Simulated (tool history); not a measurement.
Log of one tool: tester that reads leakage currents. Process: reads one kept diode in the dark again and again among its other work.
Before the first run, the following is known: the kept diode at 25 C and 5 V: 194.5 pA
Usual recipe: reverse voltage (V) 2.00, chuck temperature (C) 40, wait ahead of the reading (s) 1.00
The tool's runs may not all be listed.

run,hour,reverse voltage (V),chuck temperature (C),wait ahead of the reading (s),current that the tester gives (pA)
1,0.0,2.00,40,1.00,508.60
2,27.9,2.00,40,2.98,509.80
3,45.1,2.00,40,2.98,510.58
4,65.7,2.00,40,1.00,506.36
5,88.4,2.00,40,2.06,506.12
6,104.6,2.00,40,2.06,507.13
7,123.3,2.00,25,1.00,126.80
8,151.6,2.00,25,1.00,126.32
9,167.3,2.00,40,7.77,502.57
10,191.2,2.00,40,7.77,499.25
11,222.6,2.00,40,7.77,499.89
12,238.5,2.00,40,7.77,500.55
13,267.4,2.00,40,7.77,498.01
14,286.1,2.45,42,4.18,648.08
15,314.9,1.50,40,1.00,434.46
16,342.3,16.49,43,0.53,1660.45
17,374.8,1.16,27,1.00,117.13
18,390.6,5.08,40,2.67,746.90
19,422.4,1.33,21,2.79,69.32

What will run 20 give?
20,444.3,2.18,24,0.51,?

For run 20 the tool returned current that the tester gives (pA) 116.28.
If the tool had no hidden condition, the same run with the same run-to-run variation would have returned current that the tester gives (pA) 122.77.
